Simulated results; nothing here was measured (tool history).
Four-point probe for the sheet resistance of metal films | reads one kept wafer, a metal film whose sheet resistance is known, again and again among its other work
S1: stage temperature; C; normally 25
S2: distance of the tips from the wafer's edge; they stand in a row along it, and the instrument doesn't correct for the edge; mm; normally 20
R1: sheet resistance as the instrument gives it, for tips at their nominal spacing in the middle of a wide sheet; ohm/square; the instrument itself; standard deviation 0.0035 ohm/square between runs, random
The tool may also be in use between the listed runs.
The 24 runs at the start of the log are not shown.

{"run": 25, "hour": 234.4, "S1": 33, "S2": 7, "R1": 17.58761}
{"run": 26, "hour": 248.1, "S1": 28, "S2": 28, "R1": 17.254975}
{"run": 27, "hour": 262.9, "S1": 28, "S2": 28, "R1": 17.261508}
{"run": 28, "hour": 274.7, "S1": 33, "S2": 4, "R1": 18.168758}
{"run": 29, "hour": 281.5, "S1": 33, "S2": 4, "R1": 18.17461}
{"run": 30, "hour": 294.3, "S1": 21, "S2": 16, "R1": 17.234919}
{"run": 31, "hour": 303.8, "S1": 25, "S2": 12, "R1": 17.315041}
{"run": 32, "hour": 311.9, "S1": 33, "S2": 11, "R1": 17.410826}
{"run": 33, "hour": 318.6, "S1": 33, "S2": 11, "R1": 17.405989}
{"run": 34, "hour": 330.6, "S1": 34, "S2": 36, "R1": 17.306536}
{"run": 35, "hour": 339.1, "S1": 34, "S2": 36, "R1": 17.306468}
{"run": 36, "hour": 353.7, "S1": 18, "S2": 59, "R1": 17.155376}
{"run": 37, "hour": 365.4, "S1": 18, "S2": 59, "R1": 17.159101}
{"run": 38, "hour": 378.5, "S1": 25, "S2": 60, "R1": 17.22364}
{"run": 39, "hour": 394.2, "S1": 31, "S2": 20, "R1": 17.304203}
{"run": 40, "hour": 402.6, "S1": 21, "S2": 8, "R1": 17.421614}
{"run": 41, "hour": 412.9, "S1": 22, "S2": 17, "R1": 17.243456}
{"run": 42, "hour": 419.8, "S1": 27, "S2": 46, "R1": 17.247775}
{"run": 43, "hour": 428.5, "S1": 21, "S2": 23, "R1": 17.207852}
{"run": 44, "hour": 437.4, "S1": 21, "S2": 23, "R1": 17.212042}

Here are 5 independent what-if runs from the current tool condition. What would each one return?
{"run": "A", "hour": 449.1, "S1": 21, "S2": 8, "R1": "?"}
{"run": "B", "hour": 449.1, "S1": 29, "S2": 12, "R1": "?"}
{"run": "C", "hour": 449.1, "S1": 21, "S2": 21, "R1": "?"}
{"run": "D", "hour": 449.1, "S1": 19, "S2": 5, "R1": "?"}
{"run": "E", "hour": 449.1, "S1": 34, "S2": 5, "R1": "?"}

run=A R1=17.419361
run=B R1=17.362528
run=C R1=17.214526
run=D R1=17.74261
run=E R1=17.885767
Without the tool's hidden state the same runs would have given:
run=A R1=17.422953
run=B R1=17.366535
run=C R1=17.218093
run=D R1=17.746128
run=E R1=17.890108
